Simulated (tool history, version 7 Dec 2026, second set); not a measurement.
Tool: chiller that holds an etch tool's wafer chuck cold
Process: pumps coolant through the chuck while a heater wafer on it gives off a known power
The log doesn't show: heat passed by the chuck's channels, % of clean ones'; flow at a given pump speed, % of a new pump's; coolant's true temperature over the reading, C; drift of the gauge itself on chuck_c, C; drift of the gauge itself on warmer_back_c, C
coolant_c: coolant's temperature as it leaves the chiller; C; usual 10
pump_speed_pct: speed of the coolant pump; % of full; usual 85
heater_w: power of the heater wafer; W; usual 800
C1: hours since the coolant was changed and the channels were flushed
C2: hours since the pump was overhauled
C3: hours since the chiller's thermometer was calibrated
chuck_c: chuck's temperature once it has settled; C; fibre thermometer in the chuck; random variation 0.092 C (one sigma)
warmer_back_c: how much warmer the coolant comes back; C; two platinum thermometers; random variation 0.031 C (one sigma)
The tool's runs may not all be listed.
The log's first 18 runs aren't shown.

Run 19, hour 442.8: usual settings but pump_speed_pct 82 % of full, heater_w 520 W; C1 6241; C2 1282; C3 2015. Result: chuck_c 14.01 C, warmer_back_c 1.63 C.
Run 20, hour 474.9: usual settings but pump_speed_pct 84 % of full, heater_w 1187 W; C1 6273; C2 1314; C3 2047. Result: chuck_c 18.78 C, warmer_back_c 3.62 C.
Run 21, hour 488.2: usual settings but pump_speed_pct 84 % of full, heater_w 1187 W; C1 6287; C2 1328; C3 2060. Result: chuck_c 18.78 C, warmer_back_c 3.67 C.
Run 22, hour 503: usual settings but coolant_c 0 C, pump_speed_pct 73 % of full, heater_w 621 W; C1 6301; C2 1342; C3 2075. Result: chuck_c 5.38 C, warmer_back_c 2.22 C.
Run 23, hour 529.1: usual settings but coolant_c 0 C, pump_speed_pct 73 % of full, heater_w 621 W; C1 6328; C2 1368; C3 2101. Result: chuck_c 5.33 C, warmer_back_c 2.21 C.
Run 24, hour 547.4: usual settings but coolant_c 0 C, pump_speed_pct 73 % of full, heater_w 621 W; C1 6346; C2 1387; C3 2119. Result: chuck_c 5.19 C, warmer_back_c 2.22 C.
Run 25, hour 571.6: usual settings but coolant_c 1 C, pump_speed_pct 65 % of full, heater_w 1100 W; C1 6370; C2 1411; C3 2143. Result: chuck_c 11.26 C, warmer_back_c 4.44 C.
Run 26, hour 585.9: usual settings but pump_speed_pct 84 % of full, heater_w 504 W; C1 6384; C2 1425; C3 2158. Result: chuck_c 13.73 C, warmer_back_c 1.44 C.
Run 27, hour 609.8: usual settings but coolant_c 6 C, pump_speed_pct 72 % of full, heater_w 872 W; C1 6408; C2 1449; C3 2182. Result: chuck_c 13.31 C, warmer_back_c 3.07 C.
Run 28, hour 631.9: usual settings but coolant_c 19 C, pump_speed_pct 75 % of full, heater_w 712 W; C1 6430; C2 1471; C3 2204. Result: chuck_c 25.02 C, warmer_back_c 2.43 C.
Run 29, hour 652.7: usual settings but coolant_c 14 C, pump_speed_pct 75 % of full, heater_w 696 W; C1 6451; C2 1492; C3 2224. Result: chuck_c 19.83 C, warmer_back_c 2.4 C.
Run 30, hour 674.5: usual settings but coolant_c 19 C, pump_speed_pct 75 % of full, heater_w 772 W; C1 6473; C2 1514; C3 2246. Result: chuck_c 25.55 C, warmer_back_c 2.66 C.
Run 31, hour 698.6: usual settings but coolant_c 19 C, pump_speed_pct 61 % of full, heater_w 772 W; C1 6497; C2 1538; C3 2270. Result: chuck_c 26.92 C, warmer_back_c 3.39 C.

Forecast each of these 4 alternatives for the next run:
Run A, hour 721.5: usual settings but coolant_c 19 C, pump_speed_pct 92 % of full, heater_w 772 W; C1 6520; C2 1561; C3 2293. Result: chuck_c ?, warmer_back_c ?.
Run B, hour 721.5: usual settings but coolant_c 16 C, pump_speed_pct 61 % of full, heater_w 813 W; C1 6520; C2 1561; C3 2293. Result: chuck_c ?, warmer_back_c ?.
Run C, hour 721.5: usual settings but coolant_c 19 C, pump_speed_pct 61 % of full, heater_w 567 W; C1 6520; C2 1561; C3 2293. Result: chuck_c ?, warmer_back_c ?.
Run D, hour 721.5: usual settings but coolant_c 18 C, pump_speed_pct 62 % of full, heater_w 660 W; C1 6520; C2 1561; C3 2293. Result: chuck_c ?, warmer_back_c ?.

run  chuck_c  warmer_back_c
  A    24.21           2.15
  B    24.05           3.56
  C    24.75           2.51
  D    24.45           2.77
Without the tool's hidden state the same runs would have given:
run  chuck_c  warmer_back_c
  A    23.35           2.09
  B    22.88           3.44
  C    23.85           2.43
  D    23.46           2.68
